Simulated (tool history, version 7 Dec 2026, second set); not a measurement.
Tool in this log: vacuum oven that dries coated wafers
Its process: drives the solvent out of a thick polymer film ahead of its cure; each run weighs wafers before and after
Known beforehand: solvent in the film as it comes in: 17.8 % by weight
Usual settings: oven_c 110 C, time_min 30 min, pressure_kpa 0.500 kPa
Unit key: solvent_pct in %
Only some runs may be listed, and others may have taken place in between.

{"run": 1, "hour": 0.0, "oven_c": 110, "time_min": 30, "pressure_kpa": 0.5, "solvent_pct": 1.57}
{"run": 2, "hour": 57.2, "oven_c": 110, "time_min": 26, "pressure_kpa": 0.5, "solvent_pct": 1.94}
{"run": 3, "hour": 148.7, "oven_c": 110, "time_min": 30, "pressure_kpa": 0.5, "solvent_pct": 1.52}
{"run": 4, "hour": 212.2, "oven_c": 110, "time_min": 30, "pressure_kpa": 0.5, "solvent_pct": 1.52}
{"run": 5, "hour": 308.3, "oven_c": 110, "time_min": 30, "pressure_kpa": 0.968, "solvent_pct": 1.72}
{"run": 6, "hour": 401.3, "oven_c": 110, "time_min": 30, "pressure_kpa": 0.968, "solvent_pct": 1.68}
{"run": 7, "hour": 457.8, "oven_c": 110, "time_min": 30, "pressure_kpa": 0.968, "solvent_pct": 1.71}
{"run": 8, "hour": 540.7, "oven_c": 110, "time_min": 30, "pressure_kpa": 0.562, "solvent_pct": 1.53}
{"run": 9, "hour": 622.7, "oven_c": 110, "time_min": 30, "pressure_kpa": 0.5, "solvent_pct": 1.53}
{"run": 10, "hour": 710.8, "oven_c": 110, "time_min": 30, "pressure_kpa": 0.5, "solvent_pct": 1.5}
{"run": 11, "hour": 776.2, "oven_c": 110, "time_min": 30, "pressure_kpa": 0.482, "solvent_pct": 1.5}
{"run": 12, "hour": 847.7, "oven_c": 110, "time_min": 30, "pressure_kpa": 0.5, "solvent_pct": 1.55}
{"run": 13, "hour": 889.5, "oven_c": 110, "time_min": 30, "pressure_kpa": 0.5, "solvent_pct": 1.53}
{"run": 14, "hour": 942.6, "oven_c": 110, "time_min": 30, "pressure_kpa": 0.5, "solvent_pct": 1.56}
{"run": 15, "hour": 988.2, "oven_c": 110, "time_min": 30, "pressure_kpa": 0.5, "solvent_pct": 1.53}
{"run": 16, "hour": 1035.1, "oven_c": 110, "time_min": 44, "pressure_kpa": 0.5, "solvent_pct": 0.74}
{"run": 17, "hour": 1132.5, "oven_c": 110, "time_min": 44, "pressure_kpa": 0.5, "solvent_pct": 0.83}
{"run": 18, "hour": 1209.9, "oven_c": 110, "time_min": 30, "pressure_kpa": 0.5, "solvent_pct": 1.61}
{"run": 19, "hour": 1270.2, "oven_c": 110, "time_min": 30, "pressure_kpa": 0.5, "solvent_pct": 1.63}
{"run": 20, "hour": 1320.7, "oven_c": 110, "time_min": 30, "pressure_kpa": 0.5, "solvent_pct": 1.62}
{"run": 21, "hour": 1421.7, "oven_c": 110, "time_min": 30, "pressure_kpa": 0.5, "solvent_pct": 1.63}
{"run": 22, "hour": 1500.9, "oven_c": 105, "time_min": 30, "pressure_kpa": 0.5, "solvent_pct": 2.45}
{"run": 23, "hour": 1593.5, "oven_c": 105, "time_min": 30, "pressure_kpa": 0.5, "solvent_pct": 2.52}
{"run": 24, "hour": 1635.1, "oven_c": 99, "time_min": 37, "pressure_kpa": 0.879, "solvent_pct": 3.21}
{"run": 25, "hour": 1695.8, "oven_c": 101, "time_min": 40, "pressure_kpa": 0.499, "solvent_pct": 2.26}
{"run": 26, "hour": 1790.3, "oven_c": 113, "time_min": 30, "pressure_kpa": 0.433, "solvent_pct": 1.23}
{"run": 27, "hour": 1849.8, "oven_c": 120, "time_min": 28, "pressure_kpa": 0.972, "solvent_pct": 0.89}
{"run": 28, "hour": 1905.9, "oven_c": 113, "time_min": 47, "pressure_kpa": 0.524, "solvent_pct": 0.55}
{"run": 29, "hour": 1966.0, "oven_c": 113, "time_min": 47, "pressure_kpa": 0.524, "solvent_pct": 0.6}
{"run": 30, "hour": 2063.1, "oven_c": 113, "time_min": 47, "pressure_kpa": 0.524, "solvent_pct": 0.6}
{"run": 31, "hour": 2137.9, "oven_c": 117, "time_min": 22, "pressure_kpa": 0.642, "solvent_pct": 1.49}
{"run": 32, "hour": 2227.9, "oven_c": 124, "time_min": 27, "pressure_kpa": 0.5, "solvent_pct": 0.51}
{"run": 33, "hour": 2324.8, "oven_c": 117, "time_min": 15, "pressure_kpa": 1.324, "solvent_pct": 3.11}
{"run": 34, "hour": 2407.5, "oven_c": 110, "time_min": 40, "pressure_kpa": 0.5, "solvent_pct": 0.95}
{"run": 35, "hour": 2450.3, "oven_c": 110, "time_min": 40, "pressure_kpa": 0.5, "solvent_pct": 0.99}
{"run": 36, "hour": 2515.8, "oven_c": 98, "time_min": 30, "pressure_kpa": 0.452, "solvent_pct": 4.08}
{"run": 37, "hour": 2605.4, "oven_c": 98, "time_min": 30, "pressure_kpa": 0.452, "solvent_pct": 4.38}
{"run": 38, "hour": 2690.3, "oven_c": 124, "time_min": 21, "pressure_kpa": 1.541, "solvent_pct": 1.23}
{"run": 39, "hour": 2743.8, "oven_c": 100, "time_min": 51, "pressure_kpa": 1.612, "solvent_pct": 2.62}
{"run": 40, "hour": 2834.8, "oven_c": 122, "time_min": 20, "pressure_kpa": 1.309, "solvent_pct": 1.53}
{"run": 41, "hour": 2926.7, "oven_c": 122, "time_min": 20, "pressure_kpa": 1.309, "solvent_pct": 1.52}
{"run": 42, "hour": 2994.5, "oven_c": 122, "time_min": 20, "pressure_kpa": 1.309, "solvent_pct": 1.47}

The log once held 2 entries between its listed runs, left out of this copy. Where does each go, and what is different about the tool's unlogged condition between the listed run before it and the listed run after it?
In the gap between runs 16 and 17: oven's thermocouples calibrated (hour 1102.7)
  true wafer temperature over the reading, C: 0.67 -> 0.16; true pressure over the reading, kPa: 0.337 -> 0.361
  measured less the result without the state, solvent_pct: +0.09 -> +0.14 %
In the gap between runs 36 and 37: oven's thermocouples calibrated (hour 2563.6)
  true wafer temperature over the reading, C: 0.99 -> -0.31; true pressure over the reading, kPa: 0.697 -> 0.717
  measured less the result without the state, solvent_pct: +0.11 -> +0.45 %
